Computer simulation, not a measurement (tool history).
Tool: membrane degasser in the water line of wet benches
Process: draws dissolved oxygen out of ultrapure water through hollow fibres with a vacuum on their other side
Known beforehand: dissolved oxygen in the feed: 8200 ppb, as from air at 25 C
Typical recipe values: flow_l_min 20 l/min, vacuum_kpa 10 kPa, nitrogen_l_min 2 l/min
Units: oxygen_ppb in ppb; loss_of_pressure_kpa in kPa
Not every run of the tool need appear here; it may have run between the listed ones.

{"run": 1, "hour": 0.0, "flow_l_min": 20, "vacuum_kpa": 10, "nitrogen_l_min": 2, "oxygen_ppb": 185, "loss_of_pressure_kpa": 69.71}
{"run": 2, "hour": 47.4, "flow_l_min": 20, "vacuum_kpa": 10, "nitrogen_l_min": 2, "oxygen_ppb": 181.2, "loss_of_pressure_kpa": 69.13}
{"run": 3, "hour": 130.1, "flow_l_min": 20, "vacuum_kpa": 17.1, "nitrogen_l_min": 2, "oxygen_ppb": 344.9, "loss_of_pressure_kpa": 69.19}
{"run": 4, "hour": 176.5, "flow_l_min": 20, "vacuum_kpa": 17.1, "nitrogen_l_min": 2, "oxygen_ppb": 337.2, "loss_of_pressure_kpa": 69.42}
{"run": 5, "hour": 226.5, "flow_l_min": 20, "vacuum_kpa": 17.1, "nitrogen_l_min": 2, "oxygen_ppb": 344.3, "loss_of_pressure_kpa": 69.79}
{"run": 6, "hour": 321.7, "flow_l_min": 20, "vacuum_kpa": 17.1, "nitrogen_l_min": 2, "oxygen_ppb": 342.7, "loss_of_pressure_kpa": 69.31}
{"run": 7, "hour": 381.5, "flow_l_min": 20, "vacuum_kpa": 17.1, "nitrogen_l_min": 2, "oxygen_ppb": 341.3, "loss_of_pressure_kpa": 69.4}
{"run": 8, "hour": 469.9, "flow_l_min": 20, "vacuum_kpa": 10, "nitrogen_l_min": 2, "oxygen_ppb": 187.6, "loss_of_pressure_kpa": 70.03}
{"run": 9, "hour": 571.6, "flow_l_min": 20, "vacuum_kpa": 10, "nitrogen_l_min": 2, "oxygen_ppb": 188.4, "loss_of_pressure_kpa": 69.74}
{"run": 10, "hour": 672.7, "flow_l_min": 20, "vacuum_kpa": 10, "nitrogen_l_min": 2, "oxygen_ppb": 186.8, "loss_of_pressure_kpa": 69.66}
{"run": 11, "hour": 729.1, "flow_l_min": 20, "vacuum_kpa": 10, "nitrogen_l_min": 2, "oxygen_ppb": 186.8, "loss_of_pressure_kpa": 70.05}
{"run": 12, "hour": 781.8, "flow_l_min": 20, "vacuum_kpa": 10, "nitrogen_l_min": 3.36, "oxygen_ppb": 122.9, "loss_of_pressure_kpa": 70.35}
{"run": 13, "hour": 882.9, "flow_l_min": 20, "vacuum_kpa": 16, "nitrogen_l_min": 2, "oxygen_ppb": 319.5, "loss_of_pressure_kpa": 70.69}
{"run": 14, "hour": 971.3, "flow_l_min": 20, "vacuum_kpa": 7.4, "nitrogen_l_min": 2, "oxygen_ppb": 127, "loss_of_pressure_kpa": 70.49}
{"run": 15, "hour": 1046.5, "flow_l_min": 20, "vacuum_kpa": 7.4, "nitrogen_l_min": 2, "oxygen_ppb": 128.5, "loss_of_pressure_kpa": 70.26}
{"run": 16, "hour": 1099.7, "flow_l_min": 19, "vacuum_kpa": 10.3, "nitrogen_l_min": 1.51, "oxygen_ppb": 233, "loss_of_pressure_kpa": 66.96}
{"run": 17, "hour": 1204.4, "flow_l_min": 19, "vacuum_kpa": 6.4, "nitrogen_l_min": 2.56, "oxygen_ppb": 80.3, "loss_of_pressure_kpa": 66.71}
{"run": 18, "hour": 1250.7, "flow_l_min": 19, "vacuum_kpa": 6.4, "nitrogen_l_min": 2.56, "oxygen_ppb": 80.4, "loss_of_pressure_kpa": 66.74}
{"run": 19, "hour": 1349.8, "flow_l_min": 19, "vacuum_kpa": 10, "nitrogen_l_min": 2.48, "oxygen_ppb": 148.6, "loss_of_pressure_kpa": 66.91}
{"run": 20, "hour": 1436.0, "flow_l_min": 13, "vacuum_kpa": 6.8, "nitrogen_l_min": 2.48, "oxygen_ppb": 53.2, "loss_of_pressure_kpa": 46.06}
{"run": 21, "hour": 1487.3, "flow_l_min": 13, "vacuum_kpa": 6.8, "nitrogen_l_min": 2.48, "oxygen_ppb": 53.6, "loss_of_pressure_kpa": 45.69}
{"run": 22, "hour": 1575.5, "flow_l_min": 15, "vacuum_kpa": 13, "nitrogen_l_min": 3.99, "oxygen_ppb": 100.8, "loss_of_pressure_kpa": 53.33}
{"run": 23, "hour": 1668.3, "flow_l_min": 15, "vacuum_kpa": 13, "nitrogen_l_min": 3.99, "oxygen_ppb": 100.2, "loss_of_pressure_kpa": 53.23}
{"run": 24, "hour": 1715.0, "flow_l_min": 12, "vacuum_kpa": 8.1, "nitrogen_l_min": 4.61, "oxygen_ppb": 36, "loss_of_pressure_kpa": 42.28}
{"run": 25, "hour": 1763.1, "flow_l_min": 12, "vacuum_kpa": 8.1, "nitrogen_l_min": 4.61, "oxygen_ppb": 36, "loss_of_pressure_kpa": 42.48}
{"run": 26, "hour": 1871.5, "flow_l_min": 12, "vacuum_kpa": 8.1, "nitrogen_l_min": 1.1, "oxygen_ppb": 138.6, "loss_of_pressure_kpa": 42.45}
{"run": 27, "hour": 1973.1, "flow_l_min": 14, "vacuum_kpa": 23.7, "nitrogen_l_min": 4.19, "oxygen_ppb": 174.1, "loss_of_pressure_kpa": 49.72}
{"run": 28, "hour": 2017.5, "flow_l_min": 14, "vacuum_kpa": 23.7, "nitrogen_l_min": 4.19, "oxygen_ppb": 173.6, "loss_of_pressure_kpa": 49.41}
{"run": 29, "hour": 2118.6, "flow_l_min": 25, "vacuum_kpa": 16.4, "nitrogen_l_min": 0.9, "oxygen_ppb": 795.6, "loss_of_pressure_kpa": 88.79}
{"run": 30, "hour": 2185.7, "flow_l_min": 15, "vacuum_kpa": 10, "nitrogen_l_min": 2, "oxygen_ppb": 136, "loss_of_pressure_kpa": 53.25}

Predict each of these 4 candidate next runs independently; none follows another, all start after run 30:
{"run": "A", "hour": 2255.1, "flow_l_min": 20, "vacuum_kpa": 14.3, "nitrogen_l_min": 2, "oxygen_ppb": "?", "loss_of_pressure_kpa": "?"}
{"run": "B", "hour": 2255.1, "flow_l_min": 20, "vacuum_kpa": 10, "nitrogen_l_min": 5.2, "oxygen_ppb": "?", "loss_of_pressure_kpa": "?"}
{"run": "C", "hour": 2255.1, "flow_l_min": 27, "vacuum_kpa": 8.2, "nitrogen_l_min": 2, "oxygen_ppb": "?", "loss_of_pressure_kpa": "?"}
{"run": "D", "hour": 2255.1, "flow_l_min": 20, "vacuum_kpa": 10, "nitrogen_l_min": 1.87, "oxygen_ppb": "?", "loss_of_pressure_kpa": "?"}

run=A oxygen_ppb=290.3 loss_of_pressure_kpa=71.62
run=B oxygen_ppb=92.8 loss_of_pressure_kpa=71.9
run=C oxygen_ppb=251.1 loss_of_pressure_kpa=96.54
run=D oxygen_ppb=203.6 loss_of_pressure_kpa=71.02
Had the tool no hidden state, the same runs would have come out as:
run=A oxygen_ppb=269.5 loss_of_pressure_kpa=67.38
run=B oxygen_ppb=80.2 loss_of_pressure_kpa=67.67
run=C oxygen_ppb=214.8 loss_of_pressure_kpa=90.84
run=D oxygen_ppb=182.9 loss_of_pressure_kpa=66.83
